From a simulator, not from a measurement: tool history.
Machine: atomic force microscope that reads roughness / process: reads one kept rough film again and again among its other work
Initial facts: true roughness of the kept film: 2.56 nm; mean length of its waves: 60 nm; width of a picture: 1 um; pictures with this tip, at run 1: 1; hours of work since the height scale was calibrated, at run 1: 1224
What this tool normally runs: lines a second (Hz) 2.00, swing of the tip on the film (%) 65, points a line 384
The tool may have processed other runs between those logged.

| run | hour | lines a second (Hz) | swing of the tip on the film (%) | points a line | pictures with this tip | hours of work since the height scale was calibrated | roughness of the kept film (nm (root mean square)) |
|---|---|---|---|---|---|---|---|
| 1 | 0.0 | 2.00 | 65 | 384 | 1 | 1224 | 2.393 |
| 2 | 51.5 | 2.00 | 65 | 384 | 63 | 1258 | 2.328 |
|  | 73.8 | new tip fitted |
| 3 | 97.7 | 2.00 | 65 | 384 | 29 | 1288 | 2.358 |
| 4 | 132.7 | 2.00 | 65 | 384 | 71 | 1311 | 2.317 |
|  | 148.2 | new tip fitted |
| 5 | 159.1 | 2.00 | 65 | 384 | 13 | 1328 | 2.383 |
| 6 | 197.6 | 2.00 | 65 | 384 | 59 | 1353 | 2.327 |
|  | 219.2 | new tip fitted |
| 7 | 238.8 | 2.00 | 65 | 384 | 23 | 1380 | 2.367 |
| 8 | 281.5 | 2.00 | 65 | 384 | 75 | 1408 | 2.307 |
|  | 294.1 | new tip fitted |
| 9 | 316.7 | 2.00 | 79 | 621 | 28 | 1431 | 2.223 |
| 10 | 346.0 | 2.10 | 83 | 953 | 63 | 1451 | 2.102 |
|  | 365.5 | new tip fitted |
| 11 | 398.1 | 3.04 | 66 | 723 | 39 | 1485 | 2.286 |
| 12 | 433.2 | 3.04 | 66 | 723 | 81 | 1508 | 2.234 |

Run 13, settings as shown, results not yet in. Your forecast:
|  | 437.3 | new tip fitted |
| 13 | 459.1 | 2.00 | 69 | 719 | 27 | 1525 | ? |

{"run 13": {"roughness of the kept film (nm (root mean square))": 2.307}}
On a tool with no hidden condition, and with the same random variation, this run would have come out at roughness of the kept film (nm (root mean square)) 2.312.

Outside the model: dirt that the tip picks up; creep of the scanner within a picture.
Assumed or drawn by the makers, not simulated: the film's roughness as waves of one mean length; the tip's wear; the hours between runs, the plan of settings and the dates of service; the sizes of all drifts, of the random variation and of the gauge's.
